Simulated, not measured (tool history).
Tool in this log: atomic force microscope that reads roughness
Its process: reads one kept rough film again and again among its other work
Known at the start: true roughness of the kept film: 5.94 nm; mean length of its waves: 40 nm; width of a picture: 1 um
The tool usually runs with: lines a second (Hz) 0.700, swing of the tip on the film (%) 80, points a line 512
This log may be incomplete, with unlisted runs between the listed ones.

run	hour	lines a second (Hz)	swing of the tip on the film (%)	points a line	roughness of the kept film (nm (root mean square))
1	0.0	0.700	80	512	5.090
2	39.8	0.700	81	512	5.075
# hour 71.3: new tip fitted
3	90.0	0.700	81	512	5.089
4	128.0	0.700	81	512	5.084
5	174.7	0.700	80	512	5.123
# hour 182.7: new tip fitted
6	204.7	3.265	58	704	5.008
7	235.4	3.265	58	704	4.998
8	260.0	3.265	58	704	5.000
# hour 293.1: new tip fitted
9	314.4	0.772	62	512	5.334
10	337.8	0.772	62	512	5.362

Here are 3 independent what-if runs from the current tool condition. What would each one return?
A	385.7	1.242	80	512	?
B	385.7	1.328	62	959	?
C	385.7	0.772	87	512	?

run	roughness of the kept film (nm (root mean square))
A	4.815
B	5.233
C	4.892
With the hidden condition removed and each run's random variation left untouched, the same runs would have given:
run	roughness of the kept film (nm (root mean square))
A	4.830
B	5.250
C	4.908
